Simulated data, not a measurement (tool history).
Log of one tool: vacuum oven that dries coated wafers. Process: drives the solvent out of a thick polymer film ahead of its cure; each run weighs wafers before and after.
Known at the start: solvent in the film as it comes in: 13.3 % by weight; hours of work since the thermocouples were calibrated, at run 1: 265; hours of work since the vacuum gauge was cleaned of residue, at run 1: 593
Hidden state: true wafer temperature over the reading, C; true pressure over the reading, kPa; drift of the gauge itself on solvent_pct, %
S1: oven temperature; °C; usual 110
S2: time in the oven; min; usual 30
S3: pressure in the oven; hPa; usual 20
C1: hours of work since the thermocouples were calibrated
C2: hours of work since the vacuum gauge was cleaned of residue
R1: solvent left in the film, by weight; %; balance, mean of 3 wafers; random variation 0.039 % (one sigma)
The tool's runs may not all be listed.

Run 1, hour 0: usual settings; C1 265; C2 593. Result: R1 3.95 %.
Run 2, hour 34.1: usual settings; C1 286; C2 614. Result: R1 3.96 %.
Run 3, hour 66.5: usual settings; C1 306; C2 634. Result: R1 3.98 %.
Run 4, hour 121.8: usual settings; C1 341; C2 669. Result: R1 3.95 %.
Run 5, hour 156.8: usual settings; C1 362; C2 690. Result: R1 4 %.
Run 6, hour 207.9: usual settings but S1 117 °C; C1 394; C2 722. Result: R1 2.81 %.
Run 7, hour 261.8: usual settings; C1 427; C2 755. Result: R1 3.95 %.
Run 8, hour 297.8: usual settings but S3 32.4 hPa; C1 450; C2 778. Result: R1 5.19 %.
Run 9, hour 368.9: usual settings but S3 35.7 hPa; C1 494; C2 822. Result: R1 5.43 %.
Run 10, hour 402.3: usual settings but S2 49 min; C1 514; C2 842. Result: R1 2.84 %.
Run 11, hour 459.5: usual settings but S2 49 min; C1 550; C2 878. Result: R1 2.91 %.
Run 12, hour 512: usual settings but S2 49 min; C1 582; C2 910. Result: R1 2.92 %.
Run 13, hour 582.7: usual settings; C1 626; C2 954. Result: R1 4.13 %.
Run 14, hour 651.9: usual settings; C1 669; C2 997. Result: R1 4.13 %.
Run 15, hour 684: usual settings but S2 44 min, S3 78.5 hPa; C1 689; C2 1017. Result: R1 8.93 %.
Run 16, hour 741.9: usual settings but S1 120 °C, S2 21 min, S3 46.4 hPa; C1 724; C2 1052. Result: R1 5.02 %.
At hour 748.8: vacuum gauge cleaned of residue and calibrated.
Run 17, hour 795.4: usual settings but S2 21 min, S3 11.2 hPa; C1 757; C2 29. Result: R1 4.44 %.
Run 18, hour 863.3: usual settings but S2 19 min, S3 28.5 hPa; C1 799; C2 71. Result: R1 6.26 %.
Run 19, hour 899.4: usual settings but S1 109 °C, S2 19 min, S3 28.5 hPa; C1 821; C2 93. Result: R1 6.38 %.
Run 20, hour 963.2: usual settings but S1 121 °C, S2 45 min, S3 25.4 hPa; C1 860; C2 133. Result: R1 2.24 %.
At hour 1017.5: vacuum gauge cleaned of residue and calibrated, once more.
Run 21, hour 1020.6: usual settings but S1 121 °C, S2 45 min, S3 25.4 hPa; C1 895; C2 2. Result: R1 2.16 %.
Run 22, hour 1059: usual settings but S1 99 °C, S2 36 min; C1 919; C2 26. Result: R1 5.79 %.
Run 23, hour 1135: usual settings but S1 101 °C, S3 63.4 hPa; C1 966; C2 73. Result: R1 10.55 %.
Run 24, hour 1181.3: usual settings but S1 101 °C, S3 19.9 hPa; C1 994; C2 101. Result: R1 5.94 %.
Run 25, hour 1225.3: usual settings but S1 101 °C, S2 19 min, S3 12.3 hPa; C1 1022; C2 129. Result: R1 6.64 %.
Run 26, hour 1290.8: usual settings but S1 101 °C, S3 74.8 hPa; C1 1062; C2 169. Result: R1 11.79 %.
Run 27, hour 1327: usual settings but S1 101 °C, S3 74.8 hPa; C1 1085; C2 192. Result: R1 11.8 %.
Run 28, hour 1369.8: usual settings but S1 106 °C, S2 51 min, S3 71.5 hPa; C1 1111; C2 218. Result: R1 9.38 %.

Some steps in R1 between neighbouring runs. How much of each would the tool show without its hidden state too (settings, what came in, random variation), and how much is left for the hidden state, with any gauge scatter that isn't in both results?
Run 14 -> 15: S2 30 -> 44, S3 20 -> 78.5. R1 +4.8 %: hidden state +0.07, all else +4.73.
Run 21 -> 22: S1 121 -> 99, S2 45 -> 36, S3 25.4 -> 20. R1 +3.63 %: hidden state +0.11, all else +3.52.
Run 25 -> 26: S2 19 -> 30, S3 12.3 -> 74.8. R1 +5.15 %: hidden state +0.13, all else +5.02.

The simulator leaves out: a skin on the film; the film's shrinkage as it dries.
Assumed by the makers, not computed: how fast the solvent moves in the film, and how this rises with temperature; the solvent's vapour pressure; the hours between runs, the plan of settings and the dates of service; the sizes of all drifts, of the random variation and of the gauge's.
